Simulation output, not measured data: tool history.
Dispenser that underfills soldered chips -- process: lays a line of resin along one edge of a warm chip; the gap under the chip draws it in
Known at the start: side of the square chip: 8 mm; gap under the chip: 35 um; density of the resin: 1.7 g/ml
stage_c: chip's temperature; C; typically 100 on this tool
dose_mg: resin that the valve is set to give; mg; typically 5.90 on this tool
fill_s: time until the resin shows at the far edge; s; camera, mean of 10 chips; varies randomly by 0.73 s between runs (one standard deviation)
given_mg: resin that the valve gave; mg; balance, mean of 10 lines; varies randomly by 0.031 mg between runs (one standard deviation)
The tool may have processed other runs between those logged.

run 1 hour=0.0 | stage_c=100 dose_mg=5.90 | fill_s=76.4 given_mg=5.41
run 2 hour=7.4 | stage_c=100 dose_mg=5.90 | fill_s=96.0 given_mg=5.36
run 3 hour=14.6 | stage_c=100 dose_mg=5.90 | fill_s=74.0 given_mg=5.35
run 4 hour=19.8 | stage_c=100 dose_mg=5.90 | fill_s=85.4 given_mg=5.89
run 5 hour=23.5 | stage_c=100 dose_mg=5.90 | fill_s=95.1 given_mg=5.87
run 6 hour=31.1 | stage_c=100 dose_mg=6.67 | fill_s=77.5 given_mg=6.66
run 7 hour=35.4 | stage_c=88 dose_mg=6.67 | fill_s=152.7 given_mg=6.62
run 8 hour=41.4 | stage_c=88 dose_mg=6.67 | fill_s=116.0 given_mg=6.60
run 9 hour=46.8 | stage_c=88 dose_mg=6.67 | fill_s=142.7 given_mg=6.47
run 10 hour=51.1 | stage_c=88 dose_mg=6.67 | fill_s=162.5 given_mg=6.55
run 11 hour=54.8 | stage_c=100 dose_mg=6.05 | fill_s=65.3 given_mg=5.95
run 12 hour=62.5 | stage_c=100 dose_mg=5.90 | fill_s=86.5 given_mg=5.72
run 13 hour=70.0 | stage_c=100 dose_mg=5.90 | fill_s=68.2 given_mg=5.71
run 14 hour=77.3 | stage_c=100 dose_mg=5.66 | fill_s=86.2 given_mg=5.41
run 15 hour=85.5 | stage_c=100 dose_mg=5.78 | fill_s=72.0 given_mg=5.57
run 16 hour=90.2 | stage_c=100 dose_mg=5.78 | fill_s=85.1 given_mg=5.48
run 17 hour=95.2 | stage_c=113 dose_mg=5.90 | fill_s=55.7 given_mg=5.58
run 18 hour=98.9 | stage_c=104 dose_mg=6.44 | fill_s=58.2 given_mg=6.15
run 19 hour=103.0 | stage_c=112 dose_mg=5.20 | fill_s=47.7 given_mg=4.91
run 20 hour=107.2 | stage_c=112 dose_mg=5.20 | fill_s=55.4 given_mg=4.92
run 21 hour=113.9 | stage_c=103 dose_mg=7.51 | fill_s=60.5 given_mg=7.07
run 22 hour=119.0 | stage_c=96 dose_mg=5.86 | fill_s=101.8 given_mg=5.50
run 23 hour=124.7 | stage_c=101 dose_mg=5.90 | fill_s=60.7 given_mg=5.48
run 24 hour=130.2 | stage_c=88 dose_mg=6.73 | fill_s=129.9 given_mg=6.22
run 25 hour=137.1 | stage_c=88 dose_mg=6.73 | fill_s=166.2 given_mg=6.18
run 26 hour=142.8 | stage_c=108 dose_mg=6.25 | fill_s=50.1 given_mg=5.72
run 27 hour=147.9 | stage_c=110 dose_mg=7.19 | fill_s=53.7 given_mg=6.55
run 28 hour=155.6 | stage_c=110 dose_mg=6.09 | fill_s=44.3 given_mg=5.57
run 29 hour=159.3 | stage_c=107 dose_mg=5.43 | fill_s=59.3 given_mg=4.93
run 30 hour=165.9 | stage_c=109 dose_mg=5.51 | fill_s=67.5 given_mg=4.99

Not shown: 12 entries that the log had between the listed runs. Between which runs, and how does the tool's hidden state differ before and after?
Run 2 -> run 3: new syringe of resin (hour 10.3)
  resin's viscosity, % of fresh resin's: 148.8 -> 114.3; dose that the valve gives, % of what is set: 91.25 -> 90.82; true chip temperature over the reading, C: 0.85 -> 0.88
  what was measured, less what the result would be without the hidden state, fill_s: +30.0 -> +7.7 s; given_mg: -0.52 -> -0.54 mg
Run 3 -> run 4: dispensing valve cleaned and set on the balance (hour 19.8)
  resin's viscosity, % of fresh resin's: 114.3 -> 131.4; dose that the valve gives, % of what is set: 90.82 -> 100.07; true chip temperature over the reading, C: 0.88 -> 0.89
  what was measured, less what the result would be without the hidden state, fill_s: +7.7 -> +17.6 s; given_mg: -0.54 -> +0.01 mg
Run 5 -> run 6: new syringe of resin (hour 25.6)
  resin's viscosity, % of fresh resin's: 148.7 -> 121.4; dose that the valve gives, % of what is set: 99.8 -> 99.29; true chip temperature over the reading, C: 0.91 -> 0.94
  what was measured, less what the result would be without the hidden state, fill_s: +28.4 -> +10.9 s; given_mg: -0.01 -> -0.04 mg
Run 7 -> run 8: new syringe of resin (hour 39.6)
  resin's viscosity, % of fresh resin's: 140 -> 106.8; dose that the valve gives, % of what is set: 99.02 -> 98.63; true chip temperature over the reading, C: 0.96 -> 0.98
  what was measured, less what the result would be without the hidden state, fill_s: +38.5 -> +2.1 s; given_mg: -0.06 -> -0.09 mg
Run 10 -> run 11: new syringe of resin (hour 53.6)
  resin's viscosity, % of fresh resin's: 147.2 -> 103.7; dose that the valve gives, % of what is set: 98 -> 97.74; true chip temperature over the reading, C: 1.02 -> 1.04
  what was measured, less what the result would be without the hidden state, fill_s: +46.5 -> -0.5 s; given_mg: -0.13 -> -0.14 mg
Run 12 -> run 13: new syringe of resin (hour 67.9)
  resin's viscosity, % of fresh resin's: 134.1 -> 105.5; dose that the valve gives, % of what is set: 97.25 -> 96.8; true chip temperature over the reading, C: 1.08 -> 1.11
  what was measured, less what the result would be without the hidden state, fill_s: +18.9 -> +0.6 s; given_mg: -0.17 -> -0.18 mg
Run 14 -> run 15: new syringe of resin (hour 81.9)
  resin's viscosity, % of fresh resin's: 134.3 -> 113.4; dose that the valve gives, % of what is set: 96.26 -> 95.71; true chip temperature over the reading, C: 1.14 -> 1.17
  what was measured, less what the result would be without the hidden state, fill_s: +19.1 -> +5.5 s; given_mg: -0.21 -> -0.24 mg
Run 17 -> run 18: new syringe of resin (hour 96.0)
  resin's viscosity, % of fresh resin's: 156.7 -> 110.6; dose that the valve gives, % of what is set: 95.06 -> 94.81; true chip temperature over the reading, C: 1.22 -> 1.23
  what was measured, less what the result would be without the hidden state, fill_s: +18.5 -> +2.9 s; given_mg: -0.29 -> -0.34 mg
Run 20 -> run 21: new syringe of resin (hour 110.1)
  resin's viscosity, % of fresh resin's: 145.8 -> 111.6; dose that the valve gives, % of what is set: 94.22 -> 93.81; true chip temperature over the reading, C: 1.27 -> 1.29
  what was measured, less what the result would be without the hidden state, fill_s: +16.0 -> +3.2 s; given_mg: -0.30 -> -0.47 mg
Run 22 -> run 23: new syringe of resin (hour 124.5)
  resin's viscosity, % of fresh resin's: 132.1 -> 100.6; dose that the valve gives, % of what is set: 93.48 -> 93.14; true chip temperature over the reading, C: 1.32 -> 1.34
  what was measured, less what the result would be without the hidden state, fill_s: +20.7 -> -2.6 s; given_mg: -0.38 -> -0.40 mg
Run 25 -> run 26: new syringe of resin (hour 138.6)
  resin's viscosity, % of fresh resin's: 151.8 -> 113.3; dose that the valve gives, % of what is set: 92.27 -> 91.91; true chip temperature over the reading, C: 1.4 -> 1.42
  what was measured, less what the result would be without the hidden state, fill_s: +49.7 -> +3.6 s; given_mg: -0.52 -> -0.51 mg
Run 27 -> run 28: new syringe of resin (hour 152.8)
  resin's viscosity, % of fresh resin's: 134 -> 110.5; dose that the valve gives, % of what is set: 91.55 -> 91.01; true chip temperature over the reading, C: 1.44 -> 1.47
  what was measured, less what the result would be without the hidden state, fill_s: +11.3 -> +2.2 s; given_mg: -0.61 -> -0.55 mg
